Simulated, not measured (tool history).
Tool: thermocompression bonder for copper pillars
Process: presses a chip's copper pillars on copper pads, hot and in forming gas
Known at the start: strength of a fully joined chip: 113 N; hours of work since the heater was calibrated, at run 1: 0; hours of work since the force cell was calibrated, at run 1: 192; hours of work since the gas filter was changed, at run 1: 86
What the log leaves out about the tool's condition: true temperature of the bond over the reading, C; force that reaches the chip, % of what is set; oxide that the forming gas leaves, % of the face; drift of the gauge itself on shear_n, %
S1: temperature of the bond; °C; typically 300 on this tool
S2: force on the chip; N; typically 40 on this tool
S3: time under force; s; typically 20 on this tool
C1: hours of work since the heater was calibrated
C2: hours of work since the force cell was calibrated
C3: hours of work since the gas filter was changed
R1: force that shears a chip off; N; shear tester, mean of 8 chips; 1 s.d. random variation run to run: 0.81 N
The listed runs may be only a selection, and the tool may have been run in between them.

Run 1, hour 0.0: usual settings; C1 0; C2 192; C3 86. Result: R1 60.7 N.
Run 2, hour 17.2: usual settings but S1 313 °C; C1 13; C2 204; C3 99. Result: R1 70.6 N.
Run 3, hour 33.4: usual settings but S3 28 s; C1 25; C2 216; C3 111. Result: R1 65.7 N.
Run 4, hour 46.7: usual settings but S3 28 s; C1 35; C2 226; C3 121. Result: R1 67.3 N.
Run 5, hour 66.2: usual settings but S3 28 s; C1 50; C2 241; C3 135. Result: R1 66.1 N.
Run 6, hour 85.3: usual settings but S3 28 s; C1 64; C2 255; C3 150. Result: R1 66.7 N.
Run 7, hour 96.4: usual settings but S3 28 s; C1 72; C2 264; C3 158. Result: R1 65.9 N.
Run 8, hour 113.0: usual settings but S3 28 s; C1 85; C2 276; C3 170. Result: R1 64.9 N.
Run 9, hour 124.4: usual settings but S1 282 °C, S2 46 N, S3 14 s; C1 93; C2 284; C3 179. Result: R1 43.4 N.
Run 10, hour 135.3: usual settings but S1 272 °C, S2 46 N, S3 53 s; C1 101; C2 293; C3 187. Result: R1 61.2 N.
At hour 138.9: forming gas filter changed.
Run 11, hour 146.7: usual settings but S1 272 °C, S2 46 N, S3 54 s; C1 109; C2 301; C3 6. Result: R1 67.3 N.
Run 12, hour 157.3: usual settings but S1 272 °C, S2 45 N, S3 42 s; C1 117; C2 309; C3 14. Result: R1 60.5 N.
Run 13, hour 175.3: usual settings but S1 272 °C, S2 45 N, S3 42 s; C1 131; C2 322; C3 27. Result: R1 59.3 N.
Run 14, hour 189.9: usual settings but S1 272 °C, S2 45 N, S3 42 s; C1 142; C2 333; C3 38. Result: R1 60.0 N.
Run 15, hour 200.9: usual settings but S1 272 °C, S2 45 N, S3 42 s; C1 150; C2 341; C3 46. Result: R1 59.6 N.

Branching from run 15: 3 alternative next runs. What would each branch give?
Run A, hour 216.9: usual settings but S1 329 °C, S2 24 N, S3 11 s; C1 162; C2 353; C3 58. Result: R1 ?.
Run B, hour 216.9: usual settings but S2 51 N; C1 162; C2 353; C3 58. Result: R1 ?.
Run C, hour 216.9: usual settings but S1 272 °C, S2 27 N, S3 42 s; C1 162; C2 353; C3 58. Result: R1 ?.

run    R1
  A  53.1
  B  70.8
  C  43.5
Without the tool's unlogged condition, the same runs would have read:
run    R1
  A  55.0
  B  73.3
  C  45.2
